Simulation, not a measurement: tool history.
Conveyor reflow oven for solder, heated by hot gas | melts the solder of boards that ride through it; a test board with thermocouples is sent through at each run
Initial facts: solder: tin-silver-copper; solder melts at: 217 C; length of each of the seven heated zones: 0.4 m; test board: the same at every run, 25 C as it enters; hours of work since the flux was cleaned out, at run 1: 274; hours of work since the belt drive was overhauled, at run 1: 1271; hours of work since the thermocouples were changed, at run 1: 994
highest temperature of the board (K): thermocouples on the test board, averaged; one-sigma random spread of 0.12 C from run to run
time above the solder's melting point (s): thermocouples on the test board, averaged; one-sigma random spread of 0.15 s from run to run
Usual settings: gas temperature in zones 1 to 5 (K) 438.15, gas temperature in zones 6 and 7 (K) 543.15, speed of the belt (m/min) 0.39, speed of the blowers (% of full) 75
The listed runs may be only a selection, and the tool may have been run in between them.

| run | hour | gas temperature in zones 1 to 5 (K) | gas temperature in zones 6 and 7 (K) | speed of the belt (m/min) | speed of the blowers (% of full) | hours of work since the flux was cleaned out | hours of work since the belt drive was overhauled | hours of work since the thermocouples were changed | highest temperature of the board (K) | time above the solder's melting point (s) |
|---|---|---|---|---|---|---|---|---|---|---|
| 1 | 0 | 438.15 | 543.15 | 0.39 | 75 | 274 | 1271 | 994 | 531.55 | 96.3 |
|  | 19.7 | thermocouples of zones 6 and 7 changed |
| 2 | 49.6 | 438.15 | 543.15 | 0.39 | 75 | 299 | 1295 | 15 | 531.65 | 96.4 |
| 3 | 113.5 | 438.15 | 543.15 | 0.39 | 75 | 331 | 1327 | 48 | 531.45 | 96.3 |
| 4 | 176.4 | 438.15 | 543.15 | 0.39 | 75 | 363 | 1360 | 80 | 531.75 | 96.3 |
| 5 | 253 | 438.15 | 543.15 | 0.39 | 75 | 402 | 1399 | 119 | 531.75 | 96.6 |
| 6 | 291.3 | 438.15 | 543.15 | 0.39 | 75 | 422 | 1418 | 138 | 531.55 | 96.5 |
|  | 309.5 | flux residue cleaned out of gas plates and filters |
| 7 | 365.5 | 438.15 | 543.15 | 0.39 | 75 | 29 | 1453 | 174 | 531.65 | 96.5 |
| 8 | 404.7 | 438.15 | 543.15 | 0.39 | 75 | 49 | 1473 | 194 | 531.75 | 96.7 |
| 9 | 480.5 | 438.15 | 543.15 | 0.39 | 75 | 87 | 1512 | 232 | 531.65 | 96.4 |
| 10 | 554.7 | 438.15 | 543.15 | 0.39 | 75 | 125 | 1550 | 270 | 531.65 | 96.2 |
| 11 | 596.8 | 438.15 | 543.15 | 0.39 | 75 | 146 | 1571 | 291 | 531.55 | 96.2 |
| 12 | 657.6 | 438.15 | 540.15 | 0.39 | 75 | 177 | 1602 | 322 | 528.85 | 93.5 |
| 13 | 729.1 | 438.15 | 540.15 | 0.351 | 75 | 214 | 1639 | 359 | 531.45 | 108.6 |
| 14 | 782.3 | 449.15 | 543.15 | 0.331 | 75 | 241 | 1666 | 386 | 536.45 | 126.7 |
| 15 | 830.4 | 434.15 | 544.15 | 0.465 | 72 | 265 | 1690 | 410 | 525.95 | 71.9 |
| 16 | 871.4 | 440.15 | 543.15 | 0.461 | 75 | 286 | 1711 | 431 | 527.05 | 76.4 |
| 17 | 906.1 | 429.15 | 543.15 | 0.324 | 55 | 304 | 1729 | 449 | 531.75 | 112.2 |
| 18 | 946.1 | 425.15 | 543.15 | 0.466 | 51 | 324 | 1749 | 469 | 516.25 | 55.5 |

Predict the results of run 19:
|  | 964.7 | belt drive overhauled, speed set with a stopwatch |
| 19 | 1019.1 | 423.15 | 534.15 | 0.39 | 75 | 359 | 28 | 505 | ? | ? |

Run 19 gave highest temperature of the board (K) 521.55, time above the solder's melting point (s) 78.6.
Without the tool's hidden state the same run would have given highest temperature of the board (K) 521.65, time above the solder's melting point (s) 78.7.
